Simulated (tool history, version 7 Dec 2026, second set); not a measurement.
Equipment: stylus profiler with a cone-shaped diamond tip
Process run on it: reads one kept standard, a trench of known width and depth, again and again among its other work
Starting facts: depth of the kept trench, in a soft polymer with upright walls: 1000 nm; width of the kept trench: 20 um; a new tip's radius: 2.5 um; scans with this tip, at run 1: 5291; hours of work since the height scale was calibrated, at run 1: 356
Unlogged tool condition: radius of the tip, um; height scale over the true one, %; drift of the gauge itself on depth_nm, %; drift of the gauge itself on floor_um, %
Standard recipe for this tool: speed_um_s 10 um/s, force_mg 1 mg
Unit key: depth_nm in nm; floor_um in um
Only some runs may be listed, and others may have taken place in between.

run	hour	speed_um_s	force_mg	scans with this tip	hours of work since the height scale was calibrated	depth_nm	floor_um
1	0	10	1	5291	356	1007.03	15.42
2	22.2	10	1	5521	372	1007.74	15.38
3	40	10	1	5706	384	1007.43	15.32
4	49.9	10	1.09	5808	391	1008.15	15.39
5	60.2	10	1.24	5915	398	1008.89	15.37
6	76.7	3	1	6086	410	1007.87	15.42
7	87	3	1	6193	417	1007.59	15.4
8	101.3	3	1	6341	427	1007.72	15.33
9	114.6	10	2	6479	436	1011.19	15.33
10	130.8	10	1	6647	448	1007.92	15.32
11	151	10	1	6856	462	1007.87	15.25
12	171.3	10	1	7067	476	1008.23	15.26
13	180.9	31	1	7166	483	1008.08	15.1
14	197.1	31	1	7335	494	1008.35	15.03
15	217.3	3	2.73	7543	508	1013.86	15.31
16	234.1	20	2.35	7717	520	1012.62	15.19
17	256.9	4	2.99	7954	536	1014.73	15.28
18	267.3	20	1.5	8062	543	1009.74	15.16
19	278.1	20	1.5	8174	551	1010.22	15.13
20	292.1	20	1.5	8319	560	1010.29	15.06
21	312.9	10	0.83	8534	575	1007.66	15.15
22	325	30	1	8660	583	1009.04	14.98
23	347.2	5	2.32	8890	599	1013.12	15.15
24	360.2	36	1.83	9025	608	1011.04	14.96
25	381.4	34	0.71	9245	623	1007.41	14.82
26	390.6	7	0.37	9340	629	1005.96	15.1

Predict the results of run 27:
27	410.9	5	2.09	9550	643	?	?

depth_nm: 1012.24 nm
floor_um: 15.06 um
Without the tool's hidden state the same run would have given depth_nm 1009.33 nm, floor_um 15.91 um.
